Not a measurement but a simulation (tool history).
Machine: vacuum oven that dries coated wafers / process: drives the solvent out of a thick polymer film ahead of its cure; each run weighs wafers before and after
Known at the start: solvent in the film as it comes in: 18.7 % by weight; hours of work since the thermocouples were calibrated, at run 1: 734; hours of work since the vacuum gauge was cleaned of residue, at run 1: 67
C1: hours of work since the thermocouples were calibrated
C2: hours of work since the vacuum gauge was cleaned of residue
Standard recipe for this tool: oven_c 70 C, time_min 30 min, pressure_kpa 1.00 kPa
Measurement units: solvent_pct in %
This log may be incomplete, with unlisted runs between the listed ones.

run 1 hour=0.0 | oven_c=70 time_min=30 pressure_kpa=1.00 | C1=734 C2=67 | solvent_pct=1.27
run 2 hour=16.4 | oven_c=70 time_min=30 pressure_kpa=1.00 | C1=742 C2=75 | solvent_pct=1.28
run 3 hour=35.2 | oven_c=70 time_min=51 pressure_kpa=1.00 | C1=751 C2=84 | solvent_pct=0.73
run 4 hour=55.1 | oven_c=70 time_min=51 pressure_kpa=1.00 | C1=761 C2=94 | solvent_pct=0.90
run 5 hour=68.4 | oven_c=70 time_min=51 pressure_kpa=1.00 | C1=768 C2=101 | solvent_pct=0.84
run 6 hour=90.5 | oven_c=70 time_min=51 pressure_kpa=1.00 | C1=779 C2=112 | solvent_pct=0.85
run 7 hour=116.7 | oven_c=70 time_min=30 pressure_kpa=1.00 | C1=792 C2=125 | solvent_pct=1.28
run 8 hour=135.0 | oven_c=70 time_min=30 pressure_kpa=1.00 | C1=801 C2=134 | solvent_pct=1.30
run 9 hour=151.7 | oven_c=70 time_min=30 pressure_kpa=1.00 | C1=809 C2=142 | solvent_pct=1.27
run 10 hour=172.1 | oven_c=70 time_min=30 pressure_kpa=1.00 | C1=819 C2=152 | solvent_pct=1.23
run 11 hour=195.8 | oven_c=70 time_min=30 pressure_kpa=1.00 | C1=831 C2=164 | solvent_pct=1.28
run 12 hour=210.5 | oven_c=80 time_min=30 pressure_kpa=1.00 | C1=839 C2=172 | solvent_pct=0.54
run 13 hour=236.2 | oven_c=80 time_min=30 pressure_kpa=1.00 | C1=851 C2=184 | solvent_pct=0.59
run 14 hour=252.3 | oven_c=80 time_min=30 pressure_kpa=1.00 | C1=859 C2=192 | solvent_pct=0.64
run 15 hour=271.0 | oven_c=80 time_min=30 pressure_kpa=1.00 | C1=869 C2=202 | solvent_pct=0.61
run 16 hour=289.2 | oven_c=70 time_min=31 pressure_kpa=1.00 | C1=878 C2=211 | solvent_pct=1.21
run 17 hour=309.0 | oven_c=84 time_min=21 pressure_kpa=1.13 | C1=888 C2=221 | solvent_pct=0.63
run 18 hour=325.2 | oven_c=69 time_min=34 pressure_kpa=0.85 | C1=896 C2=229 | solvent_pct=1.06
run 19 hour=342.4 | oven_c=69 time_min=34 pressure_kpa=0.85 | C1=904 C2=237 | solvent_pct=1.10
run 20 hour=369.8 | oven_c=69 time_min=34 pressure_kpa=0.85 | C1=918 C2=251 | solvent_pct=1.11
run 21 hour=389.4 | oven_c=61 time_min=41 pressure_kpa=3.67 | C1=927 C2=260 | solvent_pct=5.37
run 22 hour=418.6 | oven_c=77 time_min=23 pressure_kpa=0.73 | C1=942 C2=275 | solvent_pct=0.65
run 23 hour=435.0 | oven_c=63 time_min=30 pressure_kpa=2.46 | C1=950 C2=283 | solvent_pct=4.30
run 24 hour=457.0 | oven_c=63 time_min=21 pressure_kpa=0.97 | C1=961 C2=294 | solvent_pct=4.28
run 25 hour=481.0 | oven_c=68 time_min=16 pressure_kpa=1.27 | C1=973 C2=306 | solvent_pct=3.92
run 26 hour=499.2 | oven_c=68 time_min=16 pressure_kpa=1.27 | C1=982 C2=315 | solvent_pct=4.07
run 27 hour=528.5 | oven_c=68 time_min=16 pressure_kpa=1.27 | C1=997 C2=330 | solvent_pct=4.07
run 28 hour=545.4 | oven_c=68 time_min=16 pressure_kpa=1.27 | C1=1005 C2=338 | solvent_pct=4.15
run 29 hour=568.1 | oven_c=68 time_min=16 pressure_kpa=1.27 | C1=1016 C2=349 | solvent_pct=4.00
run 30 hour=597.5 | oven_c=65 time_min=18 pressure_kpa=1.00 | C1=1031 C2=364 | solvent_pct=4.32

Each row is a separate what-if for the run after 30, all from the same tool condition, not one after another. Results?
run A hour=615.0 | oven_c=84 time_min=30 pressure_kpa=1.00 | C1=1040 C2=373 | solvent_pct=?
run B hour=615.0 | oven_c=70 time_min=44 pressure_kpa=3.24 | C1=1040 C2=373 | solvent_pct=?
run C hour=615.0 | oven_c=64 time_min=15 pressure_kpa=3.45 | C1=1040 C2=373 | solvent_pct=?
run D hour=615.0 | oven_c=65 time_min=25 pressure_kpa=0.85 | C1=1040 C2=373 | solvent_pct=?
run E hour=615.0 | oven_c=82 time_min=20 pressure_kpa=3.50 | C1=1040 C2=373 | solvent_pct=?

run=A solvent_pct=0.37
run=B solvent_pct=2.77
run=C solvent_pct=7.51
run=D solvent_pct=2.77
run=E solvent_pct=1.95
Stripped of hidden state, with their random variation kept, the same runs would have yielded:
run=A solvent_pct=0.37
run=B solvent_pct=2.77
run=C solvent_pct=7.50
run=D solvent_pct=2.76
run=E solvent_pct=1.95
